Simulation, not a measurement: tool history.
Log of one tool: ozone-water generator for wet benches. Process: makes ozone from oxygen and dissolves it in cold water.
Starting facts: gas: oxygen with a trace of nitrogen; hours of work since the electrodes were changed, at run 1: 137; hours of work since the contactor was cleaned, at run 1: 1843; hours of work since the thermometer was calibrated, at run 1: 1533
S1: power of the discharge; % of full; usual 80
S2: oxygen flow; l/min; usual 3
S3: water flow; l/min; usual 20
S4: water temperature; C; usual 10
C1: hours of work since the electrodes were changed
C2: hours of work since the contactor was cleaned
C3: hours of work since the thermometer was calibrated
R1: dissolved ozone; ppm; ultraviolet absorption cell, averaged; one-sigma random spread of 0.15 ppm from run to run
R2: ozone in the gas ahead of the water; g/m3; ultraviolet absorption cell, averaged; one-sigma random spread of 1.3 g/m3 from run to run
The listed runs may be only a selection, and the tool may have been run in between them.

run,hour,S1,S2,S3,S4,C1,C2,C3,R1,R2
1,0,80,3,20,10,137,1843,1533,19.2,234
2,43.7,80,3,20,10,167,1873,1563,19.1,232.8
3,120.1,80,3,20,10,219,1925,1615,19,236.1
4,194.8,80,3.31,20,10,270,1976,1666,19.3,221.5
5,246.4,80,2.06,20,10,305,2011,1701,17.8,292.2
6,280.4,80,3,20,10,329,2035,1724,18.7,233.3
7,330.4,80,3,20,10,363,2069,1758,19,234.8
8,390.8,80,3,20,10,404,2110,1800,18.7,233.5
9,473,80,3,20,10,460,2166,1856,18.8,232.7
10,508.9,80,3,20,10,484,2190,1880,18.9,234.3
11,567,80,3,20,10,524,2230,1920,18.7,232.5
12,609.8,80,3,20,10,553,2259,1949,18.6,231.4
13,681.4,80,3,20,10,602,2308,1998,18.9,231.5
14,723.2,80,3,20,10,631,2336,2026,18.7,233.2
15,761.1,80,3,20,10,656,2362,2052,18.6,230
16,819.4,80,3,24,10,696,2402,2092,15.3,233.3
17,902.7,80,3,20,10,753,2459,2149,18.8,231
18,949.4,91,3,21,10,785,2491,2181,19,247
19,1024.1,53,3.4,20,10,836,2542,2232,15,173.9
20,1096.8,77,3.4,20,10,885,2591,2281,18.4,211.1
21,1169.9,80,3,28,6,935,2641,2331,13,231.7
22,1205.8,80,3,28,6,960,2666,2355,12.9,229.8
23,1286.5,43,3.16,19,6,1015,2721,2410,14.6,161.1
24,1340.8,43,3.16,19,6,1052,2758,2447,14.4,159.8
25,1401.7,43,3.16,19,6,1093,2799,2489,14.8,161.4
26,1451.1,43,3.16,19,6,1127,2833,2523,14.6,160.5
27,1515.9,43,3.16,19,6,1171,2877,2567,14.6,159.3
28,1590.8,80,3,12,16,1222,2928,2618,28,228.8
29,1646.5,80,3,19,10,1260,2966,2656,19.1,228.9
30,1699,80,3,20,13,1296,3002,2692,17.9,227.3
31,1765.8,49,4.38,17,5,1342,3047,2737,18.1,140.3
32,1812.9,57,4.38,17,5,1374,3080,2769,19.6,152.9
33,1877.1,66,4.14,20,6,1417,3123,2813,17.8,169.5
# hour 1926.6: contactor cleaned
34,1948.1,44,3.56,12,6,1463,15,2859,23.6,148.6

Across each entry between runs, compare the hidden state at the last listed run before it with the hidden state at the first listed run after it:
Run 33 -> run 34: contactor cleaned (hour 1926.6)
  yield of the discharge, % of new electrodes': 96.9 -> 96.8; contactor's efficiency, % of a clean one's: 92.3 -> 99.7
  measured minus no-state result, R1: -1.3 -> -0.7 ppm; R2: -5.2 -> -3.6 g/m3
